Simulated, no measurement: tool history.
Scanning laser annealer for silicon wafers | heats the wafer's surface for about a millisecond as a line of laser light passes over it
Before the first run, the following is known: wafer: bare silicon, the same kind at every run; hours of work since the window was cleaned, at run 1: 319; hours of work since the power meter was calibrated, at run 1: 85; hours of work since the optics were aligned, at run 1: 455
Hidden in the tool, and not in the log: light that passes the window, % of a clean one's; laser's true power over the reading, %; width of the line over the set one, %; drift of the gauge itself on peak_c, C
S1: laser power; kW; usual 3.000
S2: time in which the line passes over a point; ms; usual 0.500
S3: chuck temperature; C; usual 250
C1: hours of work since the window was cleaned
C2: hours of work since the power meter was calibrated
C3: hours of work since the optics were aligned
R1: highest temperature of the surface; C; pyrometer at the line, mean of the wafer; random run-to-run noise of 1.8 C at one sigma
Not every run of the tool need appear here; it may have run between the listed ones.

| run | hour | S1 | S2 | S3 | C1 | C2 | C3 | R1 |
|---|---|---|---|---|---|---|---|---|
| 1 | 0.0 | 3.000 | 0.500 | 250 | 319 | 85 | 455 | 1053 |
| 2 | 10.2 | 3.000 | 0.500 | 250 | 324 | 90 | 460 | 1053 |
| 3 | 19.7 | 2.568 | 0.500 | 250 | 328 | 95 | 464 | 916 |
| 4 | 27.5 | 2.568 | 0.500 | 250 | 332 | 99 | 468 | 915 |
| 5 | 32.5 | 2.568 | 0.500 | 250 | 334 | 101 | 471 | 915 |
| 6 | 40.7 | 3.000 | 0.500 | 250 | 339 | 105 | 475 | 1051 |
| 7 | 47.7 | 3.000 | 0.500 | 250 | 342 | 108 | 478 | 1051 |
| 8 | 52.8 | 2.633 | 0.446 | 221 | 344 | 111 | 481 | 871 |
| 9 | 60.8 | 2.901 | 0.604 | 257 | 348 | 115 | 484 | 1094 |
| 10 | 68.3 | 2.837 | 0.500 | 250 | 352 | 119 | 488 | 998 |
| 11 | 75.4 | 3.067 | 0.380 | 266 | 356 | 122 | 492 | 992 |

Alternative continuations, all from the tool just after run 11; predict every row:
| A | 87.2 | 3.067 | 0.359 | 242 | 361 | 128 | 497 | ? |
| B | 87.2 | 2.634 | 0.380 | 279 | 361 | 128 | 497 | ? |
| C | 87.2 | 3.143 | 0.614 | 222 | 361 | 128 | 497 | ? |

| run | R1 |
|---|---|
| A | 947 |
| B | 882 |
| C | 1150 |
What these runs would have given with no unlogged condition in the tool:
| run | R1 |
|---|---|
| A | 973 |
| B | 904 |
| C | 1183 |
